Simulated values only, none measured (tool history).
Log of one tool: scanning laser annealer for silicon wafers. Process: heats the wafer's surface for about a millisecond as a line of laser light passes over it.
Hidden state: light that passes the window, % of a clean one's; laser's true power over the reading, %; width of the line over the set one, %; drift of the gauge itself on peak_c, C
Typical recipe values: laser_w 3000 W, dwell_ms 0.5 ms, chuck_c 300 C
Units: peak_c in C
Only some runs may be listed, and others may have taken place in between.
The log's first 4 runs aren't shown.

| run | hour | laser_w | dwell_ms | chuck_c | hours of work since the window was cleaned | hours of work since the power meter was calibrated | hours of work since the optics were aligned | peak_c |
|---|---|---|---|---|---|---|---|---|
|  | 246.6 | window over the wafer cleaned |
| 5 | 250.8 | 3000 | 0.5 | 302 | 2 | 845 | 1192 | 1068 |
| 6 | 297.9 | 3000 | 0.5 | 302 | 23 | 867 | 1214 | 1068 |
| 7 | 343.5 | 3000 | 0.5 | 302 | 44 | 887 | 1234 | 1066 |
| 8 | 409 | 3000 | 0.5 | 302 | 73 | 917 | 1264 | 1066 |
| 9 | 443.6 | 3000 | 0.539 | 302 | 89 | 932 | 1279 | 1091 |
| 10 | 523.5 | 3000 | 0.539 | 302 | 125 | 968 | 1315 | 1091 |
| 11 | 587.8 | 3155 | 0.5 | 300 | 154 | 997 | 1344 | 1114 |
| 12 | 623 | 2763 | 0.5 | 300 | 169 | 1013 | 1360 | 983 |
| 13 | 686.5 | 2763 | 0.5 | 300 | 198 | 1042 | 1389 | 981 |
| 14 | 738.5 | 3000 | 0.432 | 300 | 221 | 1065 | 1412 | 1003 |
| 15 | 791.4 | 3000 | 0.5 | 300 | 245 | 1089 | 1436 | 1055 |
| 16 | 868.2 | 3000 | 0.5 | 300 | 280 | 1123 | 1470 | 1055 |
| 17 | 936.6 | 3000 | 0.5 | 309 | 310 | 1154 | 1501 | 1060 |
| 18 | 985.5 | 3000 | 0.5 | 309 | 332 | 1176 | 1523 | 1058 |
| 19 | 1067 | 3000 | 0.5 | 274 | 369 | 1213 | 1560 | 1023 |
| 20 | 1130.8 | 3000 | 0.5 | 274 | 398 | 1241 | 1588 | 1022 |
|  | 1150.7 | optics aligned, line set to its width |
| 21 | 1208.5 | 3000 | 0.5 | 274 | 431 | 1274 | 26 | 1008 |
| 22 | 1280.5 | 3000 | 0.5 | 312 | 463 | 1307 | 58 | 1042 |
| 23 | 1333.6 | 3000 | 0.605 | 322 | 487 | 1330 | 82 | 1121 |
|  | 1369.1 | optics aligned, line set to its width, once more |
| 24 | 1390.8 | 3000 | 0.605 | 322 | 510 | 1354 | 10 | 1168 |
| 25 | 1435.1 | 3000 | 0.605 | 322 | 530 | 1374 | 30 | 1165 |
| 26 | 1479.8 | 3000 | 0.605 | 322 | 550 | 1394 | 50 | 1164 |
| 27 | 1542.3 | 2797 | 0.605 | 322 | 579 | 1422 | 78 | 1094 |
| 28 | 1588.9 | 2678 | 0.44 | 292 | 599 | 1443 | 99 | 918 |

Estimate the outcome of run 29 from the log above:
|  | 1612.8 | window over the wafer cleaned |
| 29 | 1645.4 | 2678 | 0.395 | 327 | 15 | 1468 | 123 | ? |

Run 29 produced peak_c 936 C.
On a tool with no hidden condition, and with the same random variation, this run would have come out at peak_c 935 C.
